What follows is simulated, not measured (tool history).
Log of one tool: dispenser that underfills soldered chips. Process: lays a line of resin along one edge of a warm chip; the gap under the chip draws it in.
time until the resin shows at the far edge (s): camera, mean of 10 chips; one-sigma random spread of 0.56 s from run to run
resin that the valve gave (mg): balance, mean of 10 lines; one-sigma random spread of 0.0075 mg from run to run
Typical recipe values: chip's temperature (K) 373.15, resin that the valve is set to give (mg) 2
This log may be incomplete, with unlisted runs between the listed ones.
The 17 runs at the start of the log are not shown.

| run | hour | chip's temperature (K) | resin that the valve is set to give (mg) | time until the resin shows at the far edge (s) | resin that the valve gave (mg) |
|---|---|---|---|---|---|
|  | 112.8 | new syringe of resin |
| 18 | 112.9 | 387.15 | 2.58 | 26 | 2.486 |
| 19 | 118.5 | 359.15 | 2.08 | 113.1 | 2 |
| 20 | 123.4 | 377.15 | 2.12 | 78.9 | 2.041 |
|  | 125.4 | new syringe of resin |
|  | 128.2 | dispensing valve cleaned and set on the balance |
| 21 | 129.2 | 377.15 | 1.73 | 49.5 | 1.733 |
| 22 | 134.8 | 388.15 | 2.34 | 46 | 2.325 |
|  | 138.9 | new syringe of resin |
| 23 | 138.9 | 381.15 | 1.76 | 34.6 | 1.76 |
| 24 | 145.4 | 387.15 | 2.04 | 41.2 | 2.024 |
|  | 151.2 | new syringe of resin |
| 25 | 152.1 | 387.15 | 2.04 | 28.5 | 2.022 |
| 26 | 156.4 | 385.15 | 2.15 | 41.2 | 2.13 |
|  | 163.5 | new syringe of resin |
| 27 | 164.5 | 372.15 | 1.86 | 50.7 | 1.83 |
| 28 | 172.2 | 361.15 | 2 | 126.4 | 1.969 |
|  | 175.8 | new syringe of resin |
| 29 | 177 | 364.15 | 2 | 66.6 | 1.959 |
| 30 | 183.3 | 364.15 | 1.71 | 108.1 | 1.665 |
|  | 188.1 | new syringe of resin |
| 31 | 191.9 | 373.15 | 2.1 | 56.8 | 2.034 |
| 32 | 198.2 | 373.15 | 2.1 | 86.9 | 2.025 |
|  | 200.7 | new syringe of resin |
| 33 | 202.5 | 384.15 | 2.48 | 31.4 | 2.391 |
| 34 | 208.4 | 368.15 | 2 | 89.9 | 1.936 |

Predict each of these 5 candidate next runs independently; none follows another, all start after run 34:
|  | 213.2 | new syringe of resin |
| A | 215.5 | 363.15 | 2.32 | ? | ? |
|  | 213.2 | new syringe of resin |
| B | 215.5 | 374.15 | 1.77 | ? | ? |
|  | 213.2 | new syringe of resin |
| C | 215.5 | 387.15 | 2 | ? | ? |
|  | 213.2 | new syringe of resin |
| D | 215.5 | 365.15 | 2.23 | ? | ? |
|  | 213.2 | new syringe of resin |
| E | 215.5 | 379.15 | 2.03 | ? | ? |

| run | time until the resin shows at the far edge (s) | resin that the valve gave (mg) |
|---|---|---|
| A | 73.2 | 2.246 |
| B | 51 | 1.7 |
| C | 31.2 | 1.921 |
| D | 67.4 | 2.147 |
| E | 41.4 | 1.944 |
The same runs, with their run-to-run variation unchanged, on a tool lacking any hidden condition would have given:
| run | time until the resin shows at the far edge (s) | resin that the valve gave (mg) |
|---|---|---|
| A | 68.8 | 2.335 |
| B | 47.1 | 1.768 |
| C | 28.7 | 1.997 |
| D | 63.2 | 2.232 |
| E | 38.4 | 2.021 |

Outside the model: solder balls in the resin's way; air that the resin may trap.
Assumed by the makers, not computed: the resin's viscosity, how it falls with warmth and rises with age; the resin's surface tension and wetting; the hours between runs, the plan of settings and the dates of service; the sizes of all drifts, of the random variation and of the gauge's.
